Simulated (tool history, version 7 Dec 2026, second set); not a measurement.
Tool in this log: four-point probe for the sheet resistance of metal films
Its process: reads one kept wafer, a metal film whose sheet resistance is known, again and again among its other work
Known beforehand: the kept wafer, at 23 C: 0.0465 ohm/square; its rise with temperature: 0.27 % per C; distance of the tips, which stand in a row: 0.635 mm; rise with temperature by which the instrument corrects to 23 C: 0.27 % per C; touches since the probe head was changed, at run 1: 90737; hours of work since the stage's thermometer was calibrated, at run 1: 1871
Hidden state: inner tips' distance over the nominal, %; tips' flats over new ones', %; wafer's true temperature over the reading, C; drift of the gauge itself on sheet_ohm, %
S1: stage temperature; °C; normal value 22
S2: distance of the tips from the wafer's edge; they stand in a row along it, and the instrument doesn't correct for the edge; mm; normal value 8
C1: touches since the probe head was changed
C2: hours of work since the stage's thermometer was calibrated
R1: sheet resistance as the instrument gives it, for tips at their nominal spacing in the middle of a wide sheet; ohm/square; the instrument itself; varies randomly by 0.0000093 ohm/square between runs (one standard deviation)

| run | hour | S1 | S2 | C1 | C2 | R1 |
|---|---|---|---|---|---|---|
| 1 | 0 | 22 | 8 | 90737 | 1871 | 0.046295 |
| 2 | 44.1 | 22 | 8 | 92641 | 1897 | 0.04628 |
| 3 | 103.6 | 22 | 8 | 95213 | 1933 | 0.046272 |
| 4 | 194.7 | 22 | 8 | 99150 | 1989 | 0.04627 |
| 5 | 264 | 22 | 8 | 102144 | 2030 | 0.046286 |
| 6 | 322.9 | 22 | 8 | 104688 | 2066 | 0.046265 |
| 7 | 392.5 | 22 | 8 | 107696 | 2108 | 0.046251 |
| 8 | 484.1 | 22 | 8 | 111652 | 2164 | 0.046252 |
| 9 | 569.3 | 22 | 8 | 115334 | 2215 | 0.046251 |
| 10 | 633.6 | 22 | 8 | 118110 | 2254 | 0.046222 |
| 11 | 684.2 | 22 | 8 | 120298 | 2285 | 0.046237 |
| 12 | 731 | 22 | 8 | 122318 | 2313 | 0.046219 |
| 13 | 803.8 | 22 | 8 | 125464 | 2357 | 0.046231 |
| 14 | 896.2 | 22 | 8 | 129456 | 2413 | 0.046197 |
| 15 | 946.4 | 22 | 8 | 131624 | 2443 | 0.046207 |
| 16 | 1009.1 | 22 | 8 | 134336 | 2481 | 0.046201 |
| 17 | 1056.3 | 22 | 8 | 136375 | 2510 | 0.046202 |
| 18 | 1102.7 | 26 | 8 | 138379 | 2538 | 0.046192 |
| 19 | 1185.9 | 26 | 8 | 141975 | 2588 | 0.046184 |
| 20 | 1230.6 | 23 | 8 | 143906 | 2615 | 0.046163 |
|  | 1267.9 | stage's thermometer calibrated |
| 21 | 1287.1 | 23 | 8 | 146324 | 12 | 0.046113 |
| 22 | 1355.1 | 22 | 14 | 149264 | 53 | 0.045986 |
|  | 1398.5 | stage's thermometer calibrated, once more |
| 23 | 1423.9 | 22 | 14 | 152213 | 15 | 0.046155 |
| 24 | 1496.7 | 20 | 8 | 155359 | 59 | 0.046269 |
| 25 | 1559.1 | 20 | 8 | 158056 | 97 | 0.046246 |
| 26 | 1599.6 | 23 | 41 | 159804 | 122 | 0.046102 |
| 27 | 1669.5 | 23 | 41 | 162825 | 164 | 0.046097 |
| 28 | 1754.5 | 29 | 8 | 166496 | 215 | 0.046219 |
| 29 | 1809.1 | 35 | 29 | 168856 | 248 | 0.046087 |
| 30 | 1884.5 | 35 | 29 | 172115 | 294 | 0.046071 |
| 31 | 1935.3 | 33 | 9 | 174308 | 325 | 0.04618 |
| 32 | 2012 | 33 | 9 | 177621 | 371 | 0.046181 |
| 33 | 2095.7 | 33 | 9 | 181236 | 422 | 0.046165 |
| 34 | 2137.4 | 31 | 6 | 183038 | 447 | 0.046316 |
| 35 | 2176 | 20 | 8 | 184706 | 470 | 0.046214 |
| 36 | 2232 | 27 | 36 | 187125 | 504 | 0.046035 |
| 37 | 2274.6 | 27 | 36 | 188967 | 530 | 0.046055 |
| 38 | 2359.3 | 27 | 36 | 192627 | 581 | 0.046031 |
| 39 | 2416.7 | 20 | 10 | 195107 | 616 | 0.046125 |
| 40 | 2487 | 20 | 20 | 198143 | 658 | 0.046029 |

5 ways to go on from here, each from the tool as it stands after run 40. What would each give?
| A | 2526.7 | 32 | 8 | 199858 | 682 | ? |
| B | 2526.7 | 22 | 45 | 199858 | 682 | ? |
| C | 2526.7 | 26 | 7 | 199858 | 682 | ? |
| D | 2526.7 | 22 | 8 | 199858 | 682 | ? |
| E | 2526.7 | 19 | 3 | 199858 | 682 | ? |

| run | R1 |
|---|---|
| A | 0.046152 |
| B | 0.045999 |
| C | 0.04621 |
| D | 0.04618 |
| E | 0.04711 |
Take away the tool's hidden state, keep each run's random variation, and the runs would have read:
| run | R1 |
|---|---|
| A | 0.046642 |
| B | 0.046489 |
| C | 0.046702 |
| D | 0.046672 |
| E | 0.047611 |
